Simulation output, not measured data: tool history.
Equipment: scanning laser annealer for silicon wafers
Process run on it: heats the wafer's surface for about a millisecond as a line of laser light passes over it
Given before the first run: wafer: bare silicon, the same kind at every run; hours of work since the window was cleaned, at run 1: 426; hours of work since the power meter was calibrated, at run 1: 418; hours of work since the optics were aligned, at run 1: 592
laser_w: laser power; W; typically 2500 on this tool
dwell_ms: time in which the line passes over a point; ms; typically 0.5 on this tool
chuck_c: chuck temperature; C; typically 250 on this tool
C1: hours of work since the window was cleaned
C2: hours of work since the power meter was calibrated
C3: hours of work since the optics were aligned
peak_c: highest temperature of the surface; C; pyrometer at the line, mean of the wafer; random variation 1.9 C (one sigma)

{"run": 1, "hour": 0.0, "laser_w": 2500, "dwell_ms": 0.5, "chuck_c": 250, "C1": 426, "C2": 418, "C3": 592, "peak_c": 1045}
{"run": 2, "hour": 12.6, "laser_w": 2500, "dwell_ms": 0.5, "chuck_c": 250, "C1": 435, "C2": 427, "C3": 601, "peak_c": 1045}
{"hour": 27.3, "done": "window over the wafer cleaned"}
{"run": 3, "hour": 29.4, "laser_w": 2500, "dwell_ms": 0.5, "chuck_c": 250, "C1": 2, "C2": 438, "C3": 612, "peak_c": 1096}
{"run": 4, "hour": 48.4, "laser_w": 2500, "dwell_ms": 0.437, "chuck_c": 250, "C1": 15, "C2": 452, "C3": 625, "peak_c": 1030}
{"run": 5, "hour": 63.0, "laser_w": 2500, "dwell_ms": 0.5, "chuck_c": 281, "C1": 26, "C2": 462, "C3": 636, "peak_c": 1125}
{"run": 6, "hour": 78.1, "laser_w": 2500, "dwell_ms": 0.435, "chuck_c": 250, "C1": 37, "C2": 473, "C3": 647, "peak_c": 1030}
{"run": 7, "hour": 95.7, "laser_w": 2500, "dwell_ms": 0.435, "chuck_c": 250, "C1": 49, "C2": 486, "C3": 659, "peak_c": 1027}
{"run": 8, "hour": 116.8, "laser_w": 2500, "dwell_ms": 0.435, "chuck_c": 250, "C1": 64, "C2": 501, "C3": 675, "peak_c": 1022}
{"run": 9, "hour": 136.3, "laser_w": 2500, "dwell_ms": 0.435, "chuck_c": 250, "C1": 79, "C2": 515, "C3": 689, "peak_c": 1021}
{"run": 10, "hour": 151.8, "laser_w": 2500, "dwell_ms": 0.435, "chuck_c": 250, "C1": 90, "C2": 526, "C3": 700, "peak_c": 1022}
{"run": 11, "hour": 168.5, "laser_w": 2500, "dwell_ms": 0.435, "chuck_c": 250, "C1": 102, "C2": 538, "C3": 712, "peak_c": 1020}
{"run": 12, "hour": 187.7, "laser_w": 2720, "dwell_ms": 0.5, "chuck_c": 250, "C1": 116, "C2": 552, "C3": 726, "peak_c": 1158}
{"run": 13, "hour": 206.3, "laser_w": 2720, "dwell_ms": 0.5, "chuck_c": 250, "C1": 129, "C2": 565, "C3": 739, "peak_c": 1148}
{"run": 14, "hour": 228.4, "laser_w": 2720, "dwell_ms": 0.5, "chuck_c": 250, "C1": 145, "C2": 581, "C3": 755, "peak_c": 1152}
{"run": 15, "hour": 246.9, "laser_w": 2500, "dwell_ms": 0.402, "chuck_c": 250, "C1": 158, "C2": 595, "C3": 768, "peak_c": 981}
{"run": 16, "hour": 261.7, "laser_w": 2500, "dwell_ms": 0.402, "chuck_c": 250, "C1": 169, "C2": 605, "C3": 779, "peak_c": 978}
{"run": 17, "hour": 276.6, "laser_w": 2500, "dwell_ms": 0.402, "chuck_c": 250, "C1": 180, "C2": 616, "C3": 790, "peak_c": 977}
{"run": 18, "hour": 296.8, "laser_w": 2500, "dwell_ms": 0.402, "chuck_c": 250, "C1": 194, "C2": 631, "C3": 804, "peak_c": 978}
{"run": 19, "hour": 310.9, "laser_w": 2375, "dwell_ms": 0.5, "chuck_c": 250, "C1": 204, "C2": 641, "C3": 814, "peak_c": 1032}
{"run": 20, "hour": 330.1, "laser_w": 2500, "dwell_ms": 0.5, "chuck_c": 250, "C1": 218, "C2": 655, "C3": 828, "peak_c": 1073}
{"run": 21, "hour": 341.2, "laser_w": 2500, "dwell_ms": 0.5, "chuck_c": 250, "C1": 226, "C2": 663, "C3": 836, "peak_c": 1066}
{"run": 22, "hour": 356.8, "laser_w": 2500, "dwell_ms": 0.5, "chuck_c": 250, "C1": 237, "C2": 674, "C3": 848, "peak_c": 1070}
{"run": 23, "hour": 372.3, "laser_w": 2397, "dwell_ms": 0.384, "chuck_c": 280, "C1": 249, "C2": 685, "C3": 859, "peak_c": 954}
{"run": 24, "hour": 383.9, "laser_w": 2675, "dwell_ms": 0.542, "chuck_c": 212, "C1": 257, "C2": 693, "C3": 867, "peak_c": 1126}
{"run": 25, "hour": 405.8, "laser_w": 2332, "dwell_ms": 0.615, "chuck_c": 271, "C1": 273, "C2": 709, "C3": 883, "peak_c": 1126}
{"run": 26, "hour": 428.1, "laser_w": 2332, "dwell_ms": 0.615, "chuck_c": 271, "C1": 289, "C2": 725, "C3": 899, "peak_c": 1123}
{"run": 27, "hour": 447.4, "laser_w": 2500, "dwell_ms": 0.5, "chuck_c": 224, "C1": 303, "C2": 739, "C3": 913, "peak_c": 1037}
{"run": 28, "hour": 462.3, "laser_w": 2201, "dwell_ms": 0.398, "chuck_c": 261, "C1": 313, "C2": 750, "C3": 924, "peak_c": 886}
{"run": 29, "hour": 481.3, "laser_w": 2201, "dwell_ms": 0.367, "chuck_c": 261, "C1": 327, "C2": 764, "C3": 937, "peak_c": 857}
{"run": 30, "hour": 502.0, "laser_w": 2201, "dwell_ms": 0.367, "chuck_c": 261, "C1": 342, "C2": 779, "C3": 952, "peak_c": 857}
{"run": 31, "hour": 520.4, "laser_w": 2368, "dwell_ms": 0.46, "chuck_c": 268, "C1": 355, "C2": 792, "C3": 965, "peak_c": 994}
{"run": 32, "hour": 532.6, "laser_w": 2252, "dwell_ms": 0.523, "chuck_c": 250, "C1": 364, "C2": 801, "C3": 974, "peak_c": 990}
{"run": 33, "hour": 546.1, "laser_w": 2500, "dwell_ms": 0.555, "chuck_c": 250, "C1": 374, "C2": 810, "C3": 984, "peak_c": 1105}
{"run": 34, "hour": 567.6, "laser_w": 2460, "dwell_ms": 0.393, "chuck_c": 217, "C1": 389, "C2": 826, "C3": 999, "peak_c": 905}

Forecast run 35:
{"run": 35, "hour": 585.6, "laser_w": 2677, "dwell_ms": 0.607, "chuck_c": 275, "C1": 402, "C2": 839, "C3": 1012, "peak_c": "?"}

{"run 35": {"peak_c": 1230}}
Were there no unlogged condition in the tool, this run, its random variation unchanged, would have produced peak_c 1289 C.
